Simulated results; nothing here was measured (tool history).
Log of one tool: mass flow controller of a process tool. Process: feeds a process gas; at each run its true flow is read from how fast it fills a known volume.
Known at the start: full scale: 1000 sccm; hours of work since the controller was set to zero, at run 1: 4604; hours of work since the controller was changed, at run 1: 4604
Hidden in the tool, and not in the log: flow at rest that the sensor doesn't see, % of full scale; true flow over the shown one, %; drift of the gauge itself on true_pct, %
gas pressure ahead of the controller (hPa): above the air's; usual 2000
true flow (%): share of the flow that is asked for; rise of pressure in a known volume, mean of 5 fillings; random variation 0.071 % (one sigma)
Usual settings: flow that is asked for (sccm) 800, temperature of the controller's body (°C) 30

run	hour	flow that is asked for (sccm)	gas pressure ahead of the controller (hPa)	temperature of the controller's body (°C)	hours of work since the controller was set to zero	hours of work since the controller was changed	true flow (%)
1	0.0	800	2000	30	4604	4604	99.93
2	408.3	800	2000	30	4850	4850	99.95
3	841.7	800	2000	30	5112	5112	100.04
4	1136.3	800	2000	30	5290	5290	100.13
5	1353.8	800	2000	30	5421	5421	100.14
6	1742.5	800	2000	30	5656	5656	100.24
7	2093.1	800	2000	30	5868	5868	100.22
8	2458.6	800	2000	30	6089	6089	100.17
9	2820.0	800	2000	30	6307	6307	100.27
10	3108.5	800	2000	30	6481	6481	100.21
11	3357.1	800	2000	30	6632	6632	100.30
12	3716.4	800	2000	30	6849	6849	100.31
13	3944.4	154	2000	30	6986	6986	96.19
# hour 4121.4: controller exchanged for a calibrated one
14	4344.9	154	2000	30	135	135	97.78
15	4706.2	969	2000	30	353	353	100.27
16	5094.0	800	2000	30	588	588	99.73
17	5440.5	800	2000	30	797	797	99.78
18	5887.6	800	2000	30	1067	1067	99.81
19	6090.5	800	2000	33	1189	1189	99.96
20	6340.7	800	2000	33	1341	1341	99.96
21	6610.5	800	2000	33	1504	1504	100.00
22	6876.0	800	2000	33	1664	1664	100.06
23	7111.1	800	2000	33	1806	1806	99.84
24	7422.6	800	2000	30	1994	1994	99.88
25	7784.9	800	2000	32	2213	2213	100.12
26	8242.9	336	2520	30	2490	2490	98.62
27	8480.3	336	2520	30	2633	2633	98.60
28	8815.4	336	2520	30	2835	2835	98.59
29	9206.1	336	2520	30	3071	3071	98.68
30	9623.1	815	2000	37	3323	3323	100.52
31	10070.6	261	2000	36	3594	3594	98.38
32	10369.1	800	2770	28	3774	3774	100.23
33	10656.0	408	1650	20	3947	3947	97.96
34	10965.3	134	2000	30	4134	4134	96.83
35	11211.5	201	2500	38	4283	4283	98.25
36	11619.1	394	1510	24	4529	4529	98.09
37	12021.4	800	2510	23	4772	4772	100.09
38	12437.3	262	2510	22	5023	5023	97.83
39	12825.6	174	2080	24	5258	5258	96.84
40	13150.6	336	1600	30	5454	5454	98.20
41	13455.3	305	2180	29	5638	5638	98.27
42	13817.8	756	2000	30	5857	5857	100.06
43	14103.1	756	2550	30	6030	6030	100.48
44	14558.2	756	2550	30	6304	6304	100.49
45	14992.1	756	2550	30	6567	6567	100.58
46	15213.1	178	2000	24	6700	6700	96.62
47	15615.6	178	2000	24	6943	6943	96.70

How the hidden state differs across the entries between the runs, from the last listed run before each to the first after it:
Between runs 13 and 14: controller exchanged for a calibrated one (hour 4121.4)
  flow at rest that the sensor doesn't see, % of full scale: -0.435 -> -0.018; true flow over the shown one, %: 1.16 -> -0.01
  measured less the result without the state, true flow (%): -1.67 -> -0.13
